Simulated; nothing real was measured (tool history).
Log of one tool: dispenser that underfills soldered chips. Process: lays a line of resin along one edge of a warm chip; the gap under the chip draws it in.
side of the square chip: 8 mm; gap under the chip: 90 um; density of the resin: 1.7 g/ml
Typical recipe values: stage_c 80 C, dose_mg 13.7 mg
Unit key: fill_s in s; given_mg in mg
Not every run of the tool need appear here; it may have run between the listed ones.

run 1 hour=0 | stage_c=80 dose_mg=13.7 | fill_s=59.7 given_mg=13.18
-- hour=0.9 new syringe of resin
run 2 hour=6.6 | stage_c=80 dose_mg=13.7 | fill_s=52.3 given_mg=13.16
-- hour=10.3 new syringe of resin
run 3 hour=12.8 | stage_c=80 dose_mg=13.7 | fill_s=46.2 given_mg=13.19
run 4 hour=15.9 | stage_c=73 dose_mg=13.7 | fill_s=72.3 given_mg=13.08
-- hour=19.4 new syringe of resin
run 5 hour=20 | stage_c=80 dose_mg=15.6 | fill_s=41.5 given_mg=14.86
run 6 hour=26.8 | stage_c=88 dose_mg=13.7 | fill_s=40.9 given_mg=13.03
-- hour=28.5 new syringe of resin
run 7 hour=30.6 | stage_c=88 dose_mg=13.7 | fill_s=33.6 given_mg=13.03
run 8 hour=34.2 | stage_c=88 dose_mg=13.7 | fill_s=39.2 given_mg=12.95
-- hour=37.9 new syringe of resin
run 9 hour=39.4 | stage_c=88 dose_mg=13.7 | fill_s=32.1 given_mg=13.01
run 10 hour=46.5 | stage_c=80 dose_mg=13.7 | fill_s=61.4 given_mg=12.85
-- hour=47.3 new syringe of resin
run 11 hour=52 | stage_c=80 dose_mg=13.7 | fill_s=51.8 given_mg=12.83
-- hour=55.9 dispensing valve cleaned and set on the balance
-- hour=57.7 new syringe of resin
run 12 hour=58.9 | stage_c=80 dose_mg=13.7 | fill_s=44.3 given_mg=13.64
run 13 hour=64 | stage_c=80 dose_mg=13.7 | fill_s=55 given_mg=13.65
-- hour=67.1 new syringe of resin
run 14 hour=71.2 | stage_c=87 dose_mg=14.4 | fill_s=36.4 given_mg=14.25
run 15 hour=74.5 | stage_c=69 dose_mg=17.1 | fill_s=89.7 given_mg=16.91
-- hour=76.3 new syringe of resin
run 16 hour=78.6 | stage_c=88 dose_mg=12.4 | fill_s=33.5 given_mg=12.26
run 17 hour=83.9 | stage_c=77 dose_mg=15.1 | fill_s=65.5 given_mg=14.87
-- hour=85.4 new syringe of resin
run 18 hour=88.8 | stage_c=77 dose_mg=15.1 | fill_s=53.1 given_mg=14.83
run 19 hour=92 | stage_c=77 dose_mg=15.1 | fill_s=62.2 given_mg=14.9
-- hour=94.8 new syringe of resin
run 20 hour=96.9 | stage_c=82 dose_mg=16 | fill_s=40.5 given_mg=15.75
run 21 hour=103.4 | stage_c=74 dose_mg=11.8 | fill_s=80.9 given_mg=11.55
-- hour=104.3 new syringe of resin
run 22 hour=110.4 | stage_c=92 dose_mg=16 | fill_s=32.1 given_mg=15.65
-- hour=113.5 new syringe of resin
run 23 hour=116.5 | stage_c=92 dose_mg=16 | fill_s=28.3 given_mg=15.49
-- hour=122.8 new syringe of resin
run 24 hour=123 | stage_c=92 dose_mg=16 | fill_s=24.9 given_mg=15.46

Here are 5 independent what-if runs from the current tool condition. What would each one return?
run A hour=128.8 | stage_c=74 dose_mg=14 | fill_s=? given_mg=?
run B hour=128.8 | stage_c=80 dose_mg=16.2 | fill_s=? given_mg=?
run C hour=128.8 | stage_c=70 dose_mg=15.2 | fill_s=? given_mg=?
run D hour=128.8 | stage_c=90 dose_mg=16 | fill_s=? given_mg=?
run E hour=128.8 | stage_c=90 dose_mg=16.9 | fill_s=? given_mg=?

run=A fill_s=68.2 given_mg=13.48
run=B fill_s=53 given_mg=15.68
run=C fill_s=83.5 given_mg=14.62
run=D fill_s=34.9 given_mg=15.38
run=E fill_s=34.2 given_mg=16.32
The same runs, with their run-to-run variation unchanged, on a tool lacking any hidden condition would have given:
run=A fill_s=50.3 given_mg=13.98
run=B fill_s=39.5 given_mg=16.26
run=C fill_s=61.8 given_mg=15.16
run=D fill_s=26 given_mg=15.94
run=E fill_s=25.4 given_mg=16.92

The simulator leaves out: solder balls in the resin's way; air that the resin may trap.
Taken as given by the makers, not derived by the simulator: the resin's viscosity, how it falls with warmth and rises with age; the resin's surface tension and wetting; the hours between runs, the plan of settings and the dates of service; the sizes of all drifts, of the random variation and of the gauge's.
